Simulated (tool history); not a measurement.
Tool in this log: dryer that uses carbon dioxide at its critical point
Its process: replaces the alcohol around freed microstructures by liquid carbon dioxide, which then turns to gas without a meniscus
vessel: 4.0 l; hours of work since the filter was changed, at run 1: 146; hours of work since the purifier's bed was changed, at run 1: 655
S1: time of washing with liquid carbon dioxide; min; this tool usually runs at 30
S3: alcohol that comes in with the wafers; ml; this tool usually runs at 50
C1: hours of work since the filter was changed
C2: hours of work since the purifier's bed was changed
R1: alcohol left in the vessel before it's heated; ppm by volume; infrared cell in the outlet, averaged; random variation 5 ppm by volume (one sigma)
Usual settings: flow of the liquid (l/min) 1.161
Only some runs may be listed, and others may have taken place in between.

{"run": 1, "hour": 0.0, "S1": 30, "flow of the liquid (l/min)": 1.161, "S3": 50, "C1": 146, "C2": 655, "R1": 278}
{"run": 2, "hour": 30.8, "S1": 30, "flow of the liquid (l/min)": 1.161, "S3": 50, "C1": 161, "C2": 670, "R1": 287}
{"run": 3, "hour": 74.9, "S1": 30, "flow of the liquid (l/min)": 1.161, "S3": 53, "C1": 181, "C2": 690, "R1": 303}
{"hour": 93.9, "done": "purifier's bed changed"}
{"run": 4, "hour": 127.3, "S1": 30, "flow of the liquid (l/min)": 1.161, "S3": 53, "C1": 204, "C2": 16, "R1": 21}
{"run": 5, "hour": 167.7, "S1": 30, "flow of the liquid (l/min)": 1.161, "S3": 53, "C1": 223, "C2": 35, "R1": 32}
{"run": 6, "hour": 210.5, "S1": 30, "flow of the liquid (l/min)": 1.161, "S3": 53, "C1": 243, "C2": 55, "R1": 51}
{"run": 7, "hour": 255.7, "S1": 30, "flow of the liquid (l/min)": 1.161, "S3": 53, "C1": 265, "C2": 76, "R1": 49}
{"hour": 286.7, "done": "inlet filter changed"}
{"run": 8, "hour": 289.2, "S1": 30, "flow of the liquid (l/min)": 1.161, "S3": 50, "C1": 1, "C2": 91, "R1": 51}
{"run": 9, "hour": 316.9, "S1": 21, "flow of the liquid (l/min)": 1.161, "S3": 50, "C1": 14, "C2": 104, "R1": 102}
{"run": 10, "hour": 346.0, "S1": 21, "flow of the liquid (l/min)": 1.161, "S3": 50, "C1": 28, "C2": 118, "R1": 112}
{"run": 11, "hour": 391.1, "S1": 19, "flow of the liquid (l/min)": 1.161, "S3": 50, "C1": 49, "C2": 139, "R1": 156}
{"run": 12, "hour": 422.8, "S1": 19, "flow of the liquid (l/min)": 1.161, "S3": 50, "C1": 64, "C2": 154, "R1": 156}
{"run": 13, "hour": 473.2, "S1": 19, "flow of the liquid (l/min)": 1.161, "S3": 50, "C1": 87, "C2": 177, "R1": 175}
{"run": 14, "hour": 494.8, "S1": 21, "flow of the liquid (l/min)": 1.161, "S3": 50, "C1": 97, "C2": 187, "R1": 147}
{"run": 15, "hour": 523.1, "S1": 21, "flow of the liquid (l/min)": 0.83, "S3": 50, "C1": 111, "C2": 200, "R1": 395}
{"run": 16, "hour": 548.2, "S1": 21, "flow of the liquid (l/min)": 0.83, "S3": 50, "C1": 122, "C2": 212, "R1": 414}
{"run": 17, "hour": 583.0, "S1": 21, "flow of the liquid (l/min)": 0.83, "S3": 106, "C1": 139, "C2": 229, "R1": 787}
{"run": 18, "hour": 612.6, "S1": 21, "flow of the liquid (l/min)": 0.83, "S3": 106, "C1": 153, "C2": 242, "R1": 818}
{"run": 19, "hour": 663.0, "S1": 30, "flow of the liquid (l/min)": 1.161, "S3": 50, "C1": 176, "C2": 266, "R1": 133}
{"run": 20, "hour": 701.8, "S1": 30, "flow of the liquid (l/min)": 1.161, "S3": 50, "C1": 194, "C2": 284, "R1": 138}
{"run": 21, "hour": 739.9, "S1": 30, "flow of the liquid (l/min)": 1.161, "S3": 50, "C1": 212, "C2": 302, "R1": 142}
{"run": 22, "hour": 769.0, "S1": 30, "flow of the liquid (l/min)": 1.161, "S3": 50, "C1": 226, "C2": 316, "R1": 148}
{"run": 23, "hour": 795.6, "S1": 30, "flow of the liquid (l/min)": 1.161, "S3": 50, "C1": 238, "C2": 328, "R1": 147}
{"run": 24, "hour": 828.9, "S1": 30, "flow of the liquid (l/min)": 1.161, "S3": 50, "C1": 254, "C2": 344, "R1": 160}
{"run": 25, "hour": 861.7, "S1": 41, "flow of the liquid (l/min)": 0.73, "S3": 57, "C1": 269, "C2": 359, "R1": 201}
{"hour": 881.9, "done": "inlet filter changed"}
{"run": 26, "hour": 887.5, "S1": 21, "flow of the liquid (l/min)": 1.1, "S3": 109, "C1": 3, "C2": 371, "R1": 295}
{"run": 27, "hour": 920.6, "S1": 46, "flow of the liquid (l/min)": 1.77, "S3": 72, "C1": 18, "C2": 386, "R1": 169}
{"run": 28, "hour": 961.8, "S1": 46, "flow of the liquid (l/min)": 1.77, "S3": 72, "C1": 37, "C2": 405, "R1": 182}
{"run": 29, "hour": 994.3, "S1": 46, "flow of the liquid (l/min)": 1.77, "S3": 72, "C1": 53, "C2": 421, "R1": 176}
{"run": 30, "hour": 1031.3, "S1": 32, "flow of the liquid (l/min)": 1.161, "S3": 50, "C1": 70, "C2": 438, "R1": 195}
{"run": 31, "hour": 1058.7, "S1": 32, "flow of the liquid (l/min)": 0.89, "S3": 28, "C1": 83, "C2": 451, "R1": 205}
{"run": 32, "hour": 1096.9, "S1": 26, "flow of the liquid (l/min)": 1.161, "S3": 50, "C1": 101, "C2": 469, "R1": 213}
{"run": 33, "hour": 1143.0, "S1": 26, "flow of the liquid (l/min)": 1.161, "S3": 50, "C1": 122, "C2": 490, "R1": 236}
{"run": 34, "hour": 1178.9, "S1": 23, "flow of the liquid (l/min)": 1.161, "S3": 70, "C1": 139, "C2": 507, "R1": 274}
{"run": 35, "hour": 1210.4, "S1": 23, "flow of the liquid (l/min)": 1.161, "S3": 70, "C1": 154, "C2": 522, "R1": 290}
{"run": 36, "hour": 1250.9, "S1": 45, "flow of the liquid (l/min)": 1.77, "S3": 23, "C1": 173, "C2": 541, "R1": 229}
{"run": 37, "hour": 1291.7, "S1": 28, "flow of the liquid (l/min)": 1, "S3": 22, "C1": 192, "C2": 560, "R1": 248}
{"run": 38, "hour": 1332.1, "S1": 28, "flow of the liquid (l/min)": 1, "S3": 22, "C1": 211, "C2": 579, "R1": 263}
{"run": 39, "hour": 1385.1, "S1": 28, "flow of the liquid (l/min)": 1, "S3": 22, "C1": 236, "C2": 604, "R1": 260}
{"run": 40, "hour": 1421.9, "S1": 28, "flow of the liquid (l/min)": 1, "S3": 22, "C1": 253, "C2": 621, "R1": 283}
{"run": 41, "hour": 1449.1, "S1": 38, "flow of the liquid (l/min)": 0.88, "S3": 26, "C1": 266, "C2": 634, "R1": 279}
{"hour": 1478.6, "done": "inlet filter changed"}
{"run": 42, "hour": 1494.2, "S1": 29, "flow of the liquid (l/min)": 1.161, "S3": 50, "C1": 7, "C2": 654, "R1": 275}
{"run": 43, "hour": 1532.9, "S1": 29, "flow of the liquid (l/min)": 1.161, "S3": 50, "C1": 25, "C2": 672, "R1": 291}
{"run": 44, "hour": 1574.3, "S1": 30, "flow of the liquid (l/min)": 0.78, "S3": 49, "C1": 45, "C2": 692, "R1": 359}
{"hour": 1593.4, "done": "purifier's bed changed"}
{"run": 45, "hour": 1606.0, "S1": 36, "flow of the liquid (l/min)": 1.33, "S3": 50, "C1": 58, "C2": 6, "R1": 13}
{"run": 46, "hour": 1633.0, "S1": 19, "flow of the liquid (l/min)": 1.04, "S3": 88, "C1": 71, "C2": 19, "R1": 292}
{"run": 47, "hour": 1685.4, "S1": 35, "flow of the liquid (l/min)": 1.16, "S3": 88, "C1": 95, "C2": 43, "R1": 25}

Each run again, without the hidden state but with its own random variation kept:
What the log doesn't record here: flow that reaches the vessel past the clogged filter, %; alcohol in the recycled carbon dioxide, ppm; drift of the gauge itself on alcohol_ppm, %.
run=1 R1=7
run=2 R1=10
run=3 R1=15
run=4 R1=7
run=5 R1=7
run=6 R1=17
run=7 R1=6
run=8 R1=12
run=9 R1=54
run=10 R1=56
run=11 R1=83
run=12 R1=73
run=13 R1=77
run=14 R1=50
run=15 R1=238
run=16 R1=242
run=17 R1=491
run=18 R1=495
run=19 R1=17
run=20 R1=13
run=21 R1=8
run=22 R1=9
run=23 R1=2
run=24 R1=12
run=25 R1=18
run=26 R1=133
run=27 R1=11
run=28 R1=12
run=29 R1=0
run=30 R1=8
run=31 R1=17
run=32 R1=13
run=33 R1=24
run=34 R1=34
run=35 R1=45
run=36 R1=5
run=37 R1=11
run=38 R1=12
run=39 R1=3
run=40 R1=13
run=41 R1=10
run=42 R1=4
run=43 R1=13
run=44 R1=66
run=45 R1=10
run=46 R1=237
run=47 R1=6
